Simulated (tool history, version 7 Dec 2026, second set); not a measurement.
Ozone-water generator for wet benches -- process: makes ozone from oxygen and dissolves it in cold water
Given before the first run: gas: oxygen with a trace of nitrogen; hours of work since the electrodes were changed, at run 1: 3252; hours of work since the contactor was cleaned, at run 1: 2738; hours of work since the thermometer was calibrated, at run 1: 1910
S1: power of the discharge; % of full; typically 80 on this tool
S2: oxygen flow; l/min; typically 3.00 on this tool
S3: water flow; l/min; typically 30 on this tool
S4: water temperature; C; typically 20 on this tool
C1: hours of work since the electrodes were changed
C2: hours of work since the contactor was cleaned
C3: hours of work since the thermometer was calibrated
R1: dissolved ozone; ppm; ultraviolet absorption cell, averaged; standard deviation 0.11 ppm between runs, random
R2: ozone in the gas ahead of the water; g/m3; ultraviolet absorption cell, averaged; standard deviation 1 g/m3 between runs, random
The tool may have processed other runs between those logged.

run 1 hour=0.0 | S1=80 S2=3.00 S3=30 S4=20 | C1=3252 C2=2738 C3=1910 | R1=8.7 R2=181.7
run 2 hour=95.2 | S1=80 S2=3.00 S3=30 S4=20 | C1=3344 C2=2830 C3=2001 | R1=8.3 R2=183.5
run 3 hour=138.1 | S1=50 S2=3.00 S3=30 S4=20 | C1=3385 C2=2871 C3=2043 | R1=6.3 R2=133.9
run 4 hour=194.8 | S1=80 S2=3.00 S3=30 S4=20 | C1=3440 C2=2926 C3=2097 | R1=8.6 R2=182.1
run 5 hour=290.4 | S1=80 S2=3.00 S3=30 S4=13 | C1=3532 C2=3018 C3=2190 | R1=9.1 R2=181.0
run 6 hour=390.5 | S1=40 S2=3.00 S3=30 S4=20 | C1=3629 C2=3114 C3=2286 | R1=5.4 R2=116.8
run 7 hour=486.2 | S1=40 S2=3.00 S3=30 S4=20 | C1=3721 C2=3207 C3=2378 | R1=5.6 R2=116.1
run 8 hour=552.2 | S1=40 S2=3.00 S3=30 S4=20 | C1=3785 C2=3270 C3=2442 | R1=5.4 R2=115.2
run 9 hour=650.2 | S1=40 S2=3.00 S3=30 S4=20 | C1=3879 C2=3365 C3=2537 | R1=5.3 R2=116.2
run 10 hour=737.8 | S1=80 S2=2.86 S3=30 S4=20 | C1=3964 C2=3449 C3=2621 | R1=8.6 R2=185.0
run 11 hour=812.7 | S1=80 S2=3.18 S3=30 S4=20 | C1=4036 C2=3522 C3=2693 | R1=8.8 R2=172.3
run 12 hour=871.1 | S1=80 S2=3.18 S3=30 S4=20 | C1=4092 C2=3578 C3=2750 | R1=8.6 R2=172.7
run 13 hour=920.4 | S1=80 S2=3.18 S3=30 S4=20 | C1=4140 C2=3625 C3=2797 | R1=8.6 R2=174.5
run 14 hour=983.2 | S1=80 S2=1.70 S3=30 S4=20 | C1=4201 C2=3686 C3=2858 | R1=7.8 R2=258.3
run 15 hour=1074.5 | S1=80 S2=4.96 S3=20 S4=20 | C1=4289 C2=3774 C3=2946 | R1=11.9 R2=129.4
run 16 hour=1137.7 | S1=80 S2=4.96 S3=20 S4=15 | C1=4350 C2=3835 C3=3007 | R1=13.1 R2=129.0
run 17 hour=1230.2 | S1=80 S2=4.96 S3=20 S4=15 | C1=4439 C2=3924 C3=3096 | R1=13.2 R2=129.7
run 18 hour=1289.5 | S1=79 S2=3.00 S3=39 S4=27 | C1=4496 C2=3981 C3=3153 | R1=5.9 R2=176.7
run 19 hour=1381.6 | S1=79 S2=5.15 S3=39 S4=21 | C1=4585 C2=4070 C3=3242 | R1=6.7 R2=124.1
run 20 hour=1474.0 | S1=80 S2=3.00 S3=38 S4=20 | C1=4674 C2=4159 C3=3331 | R1=6.5 R2=176.4
run 21 hour=1574.0 | S1=69 S2=3.00 S3=36 S4=20 | C1=4770 C2=4256 C3=3428 | R1=6.4 R2=160.0
-- hour=1615.2 gauge calibrated
run 22 hour=1659.2 | S1=69 S2=2.97 S3=39 S4=20 | C1=4853 C2=4338 C3=3510 | R1=5.8 R2=167.6
run 23 hour=1752.7 | S1=69 S2=2.97 S3=39 S4=20 | C1=4943 C2=4428 C3=3600 | R1=5.9 R2=168.0
run 24 hour=1805.9 | S1=97 S2=3.02 S3=30 S4=16 | C1=4994 C2=4480 C3=3651 | R1=10.0 R2=203.4

Branching from run 24: 3 alternative next runs. What would each branch give?
run A hour=1887.7 | S1=97 S2=2.39 S3=30 S4=18 | C1=5073 C2=4558 C3=3730 | R1=? R2=?
run B hour=1887.7 | S1=45 S2=3.00 S3=25 S4=20 | C1=5073 C2=4558 C3=3730 | R1=? R2=?
run C hour=1887.7 | S1=98 S2=3.00 S3=30 S4=20 | C1=5073 C2=4558 C3=3730 | R1=? R2=?

run=A R1=9.6 R2=236.7
run=B R1=7.2 R2=125.0
run=C R1=9.6 R2=206.7
The same runs, with their run-to-run variation unchanged, on a tool lacking any hidden condition would have given:
run=A R1=9.6 R2=238.3
run=B R1=7.2 R2=125.8
run=C R1=9.6 R2=208.1
